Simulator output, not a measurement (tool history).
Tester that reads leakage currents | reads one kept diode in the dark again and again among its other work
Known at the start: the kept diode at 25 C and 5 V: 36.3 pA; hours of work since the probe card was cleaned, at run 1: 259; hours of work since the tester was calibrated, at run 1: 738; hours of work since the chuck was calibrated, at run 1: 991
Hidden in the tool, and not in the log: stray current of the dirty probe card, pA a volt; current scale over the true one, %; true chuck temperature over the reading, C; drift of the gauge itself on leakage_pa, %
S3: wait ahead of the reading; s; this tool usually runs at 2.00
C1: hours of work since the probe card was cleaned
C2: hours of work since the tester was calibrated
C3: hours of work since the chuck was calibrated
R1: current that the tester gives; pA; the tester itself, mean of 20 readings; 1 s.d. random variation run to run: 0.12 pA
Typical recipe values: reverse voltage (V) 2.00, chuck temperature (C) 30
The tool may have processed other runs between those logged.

Run 1, day 0.000: usual settings; C1 259; C2 738; C3 991. Result: R1 36.27 pA.
Run 2, day 1.050: usual settings; C1 276; C2 755; C3 1008. Result: R1 36.22 pA.
Run 3, day 2.158: usual settings; C1 294; C2 774; C3 1026. Result: R1 36.26 pA.
Run 4, day 3.150: usual settings; C1 311; C2 790; C3 1042. Result: R1 36.39 pA.
Run 5, day 4.350: usual settings; C1 330; C2 809; C3 1062. Result: R1 36.44 pA.
Run 6, day 5.329: usual settings but chuck temperature (C) 28; C1 346; C2 826; C3 1078. Result: R1 31.56 pA.
Run 7, day 6.308: usual settings; C1 362; C2 842; C3 1094. Result: R1 36.30 pA.
Run 8, day 6.988: usual settings; C1 374; C2 853; C3 1105. Result: R1 36.17 pA.
At day 7.138: chuck's temperature calibrated.
Run 9, day 7.762: usual settings; C1 385; C2 864; C3 10. Result: R1 35.33 pA.
Run 10, day 8.962: usual settings; C1 405; C2 884; C3 30. Result: R1 35.18 pA.
Run 11, day 9.971: usual settings but reverse voltage (V) 2.35; C1 421; C2 900; C3 46. Result: R1 37.42 pA.
Run 12, day 10.517: usual settings; C1 430; C2 909; C3 55. Result: R1 35.21 pA.
Run 13, day 11.308: usual settings but S3 7.52 s; C1 443; C2 922; C3 68. Result: R1 35.15 pA.
Run 14, day 11.892: usual settings but S3 7.52 s; C1 453; C2 932; C3 78. Result: R1 34.98 pA.
At day 12.288: chuck's temperature calibrated, once more.
Run 15, day 13.258: usual settings but reverse voltage (V) 1.41; C1 474; C2 953; C3 16. Result: R1 34.71 pA.
Run 16, day 14.350: usual settings but reverse voltage (V) 3.99, chuck temperature (C) 39, S3 1.22 s; C1 492; C2 971; C3 34. Result: R1 93.48 pA.
Run 17, day 15.033: usual settings but reverse voltage (V) 9.33, chuck temperature (C) 39, S3 1.68 s; C1 503; C2 982; C3 45. Result: R1 128.25 pA.
Run 18, day 15.983: usual settings but reverse voltage (V) 9.33, chuck temperature (C) 39, S3 1.68 s; C1 518; C2 998; C3 61. Result: R1 128.59 pA.
Run 19, day 16.933: usual settings but reverse voltage (V) 7.07, chuck temperature (C) 49, S3 4.40 s; C1 534; C2 1013; C3 76. Result: R1 217.90 pA.

Run 20 comes next. What will it give?
Run 20, day 18.054: usual settings but chuck temperature (C) 44, S3 0.89 s; C1 552; C2 1032; C3 95. Result: R1 ?.

{"run 20": {"R1": 101.52}}
If the tool had no hidden condition, the same run with the same run-to-run variation would have returned R1 100.53 pA.
